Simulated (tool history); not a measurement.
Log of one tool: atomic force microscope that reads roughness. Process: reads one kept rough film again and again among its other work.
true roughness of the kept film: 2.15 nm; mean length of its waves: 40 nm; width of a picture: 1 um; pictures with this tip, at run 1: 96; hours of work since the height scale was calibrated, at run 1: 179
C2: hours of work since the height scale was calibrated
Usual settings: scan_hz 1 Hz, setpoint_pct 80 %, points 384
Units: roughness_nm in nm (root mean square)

run 1 hour=0 | scan_hz=1 setpoint_pct=80 points=384 | pictures_with_this_tip=96 C2=179 | roughness_nm=1.853
run 2 hour=11.9 | scan_hz=1 setpoint_pct=80 points=923 | pictures_with_this_tip=117 C2=188 | roughness_nm=1.84
run 3 hour=22.8 | scan_hz=1 setpoint_pct=80 points=384 | pictures_with_this_tip=137 C2=196 | roughness_nm=1.833
run 4 hour=34.6 | scan_hz=1 setpoint_pct=80 points=384 | pictures_with_this_tip=158 C2=204 | roughness_nm=1.838
run 5 hour=50.9 | scan_hz=1 setpoint_pct=80 points=384 | pictures_with_this_tip=187 C2=216 | roughness_nm=1.832
run 6 hour=63.4 | scan_hz=1 setpoint_pct=71 points=384 | pictures_with_this_tip=209 C2=225 | roughness_nm=1.904
run 7 hour=80.8 | scan_hz=1 setpoint_pct=81 points=384 | pictures_with_this_tip=240 C2=238 | roughness_nm=1.825
run 8 hour=94.5 | scan_hz=1 setpoint_pct=81 points=384 | pictures_with_this_tip=264 C2=248 | roughness_nm=1.824
run 9 hour=104.4 | scan_hz=1 setpoint_pct=81 points=384 | pictures_with_this_tip=282 C2=255 | roughness_nm=1.83
run 10 hour=121.4 | scan_hz=1 setpoint_pct=76 points=384 | pictures_with_this_tip=312 C2=268 | roughness_nm=1.872
run 11 hour=137 | scan_hz=1 setpoint_pct=76 points=384 | pictures_with_this_tip=339 C2=279 | roughness_nm=1.87
run 12 hour=151.3 | scan_hz=1 setpoint_pct=80 points=690 | pictures_with_this_tip=365 C2=289 | roughness_nm=1.834
-- hour=162.5 new tip fitted
run 13 hour=165 | scan_hz=1 setpoint_pct=80 points=690 | pictures_with_this_tip=4 C2=299 | roughness_nm=1.843
run 14 hour=177.5 | scan_hz=1 setpoint_pct=80 points=690 | pictures_with_this_tip=26 C2=308 | roughness_nm=1.852
run 15 hour=185.1 | scan_hz=1 setpoint_pct=80 points=1019 | pictures_with_this_tip=40 C2=314 | roughness_nm=1.842
run 16 hour=197.5 | scan_hz=1 setpoint_pct=80 points=1019 | pictures_with_this_tip=62 C2=323 | roughness_nm=1.844
run 17 hour=213 | scan_hz=1 setpoint_pct=80 points=1019 | pictures_with_this_tip=90 C2=334 | roughness_nm=1.851
run 18 hour=223.3 | scan_hz=1 setpoint_pct=80 points=1019 | pictures_with_this_tip=108 C2=342 | roughness_nm=1.847
run 19 hour=237.2 | scan_hz=1 setpoint_pct=80 points=1019 | pictures_with_this_tip=133 C2=352 | roughness_nm=1.843
run 20 hour=254.5 | scan_hz=1 setpoint_pct=68 points=384 | pictures_with_this_tip=163 C2=364 | roughness_nm=1.921
run 21 hour=265.1 | scan_hz=1 setpoint_pct=71 points=384 | pictures_with_this_tip=182 C2=372 | roughness_nm=1.905
run 22 hour=275 | scan_hz=1 setpoint_pct=60 points=487 | pictures_with_this_tip=200 C2=379 | roughness_nm=1.971
run 23 hour=289.5 | scan_hz=0.76 setpoint_pct=60 points=298 | pictures_with_this_tip=225 C2=390 | roughness_nm=1.976
run 24 hour=307.4 | scan_hz=2.22 setpoint_pct=70 points=485 | pictures_with_this_tip=257 C2=403 | roughness_nm=1.788
run 25 hour=325 | scan_hz=2.22 setpoint_pct=70 points=485 | pictures_with_this_tip=288 C2=416 | roughness_nm=1.795
run 26 hour=333.4 | scan_hz=2.22 setpoint_pct=70 points=485 | pictures_with_this_tip=303 C2=422 | roughness_nm=1.79
run 27 hour=341.1 | scan_hz=1.12 setpoint_pct=60 points=560 | pictures_with_this_tip=317 C2=427 | roughness_nm=1.964
run 28 hour=357.6 | scan_hz=1.12 setpoint_pct=60 points=560 | pictures_with_this_tip=346 C2=440 | roughness_nm=1.961
run 29 hour=368.6 | scan_hz=0.75 setpoint_pct=80 points=384 | pictures_with_this_tip=366 C2=448 | roughness_nm=1.883
run 30 hour=376.8 | scan_hz=3.12 setpoint_pct=80 points=983 | pictures_with_this_tip=380 C2=454 | roughness_nm=1.53
-- hour=378.1 new tip fitted
run 31 hour=390.8 | scan_hz=0.6 setpoint_pct=80 points=384 | pictures_with_this_tip=22 C2=463 | roughness_nm=1.913
run 32 hour=408.5 | scan_hz=0.6 setpoint_pct=80 points=384 | pictures_with_this_tip=54 C2=476 | roughness_nm=1.904
run 33 hour=422.6 | scan_hz=0.6 setpoint_pct=80 points=384 | pictures_with_this_tip=79 C2=487 | roughness_nm=1.91
run 34 hour=431.7 | scan_hz=1.49 setpoint_pct=83 points=531 | pictures_with_this_tip=95 C2=493 | roughness_nm=1.726
run 35 hour=447.2 | scan_hz=2.18 setpoint_pct=60 points=892 | pictures_with_this_tip=123 C2=504 | roughness_nm=1.901
run 36 hour=465.5 | scan_hz=1 setpoint_pct=90 points=384 | pictures_with_this_tip=155 C2=518 | roughness_nm=1.733
run 37 hour=480.4 | scan_hz=1.69 setpoint_pct=76 points=449 | pictures_with_this_tip=181 C2=529 | roughness_nm=1.781
run 38 hour=488.8 | scan_hz=1.69 setpoint_pct=76 points=449 | pictures_with_this_tip=197 C2=535 | roughness_nm=1.771
run 39 hour=503.3 | scan_hz=1 setpoint_pct=85 points=384 | pictures_with_this_tip=222 C2=545 | roughness_nm=1.786
run 40 hour=512 | scan_hz=1 setpoint_pct=85 points=384 | pictures_with_this_tip=238 C2=552 | roughness_nm=1.785
run 41 hour=529.8 | scan_hz=0.83 setpoint_pct=84 points=632 | pictures_with_this_tip=269 C2=565 | roughness_nm=1.841

5 ways to go on from here, each from the tool as it stands after run 41. What would each give?
run A hour=540 | scan_hz=0.83 setpoint_pct=89 points=792 | pictures_with_this_tip=287 C2=572 | roughness_nm=?
run B hour=540 | scan_hz=1 setpoint_pct=80 points=688 | pictures_with_this_tip=287 C2=572 | roughness_nm=?
run C hour=540 | scan_hz=0.59 setpoint_pct=81 points=443 | pictures_with_this_tip=287 C2=572 | roughness_nm=?
run D hour=540 | scan_hz=0.83 setpoint_pct=64 points=739 | pictures_with_this_tip=287 C2=572 | roughness_nm=?
run E hour=540 | scan_hz=0.83 setpoint_pct=84 points=298 | pictures_with_this_tip=287 C2=572 | roughness_nm=?

run=A roughness_nm=1.785
run=B roughness_nm=1.849
run=C roughness_nm=1.912
run=D roughness_nm=1.967
run=E roughness_nm=1.827
Without the tool's hidden state the same runs would have given:
run=A roughness_nm=1.788
run=B roughness_nm=1.852
run=C roughness_nm=1.915
run=D roughness_nm=1.97
run=E roughness_nm=1.83

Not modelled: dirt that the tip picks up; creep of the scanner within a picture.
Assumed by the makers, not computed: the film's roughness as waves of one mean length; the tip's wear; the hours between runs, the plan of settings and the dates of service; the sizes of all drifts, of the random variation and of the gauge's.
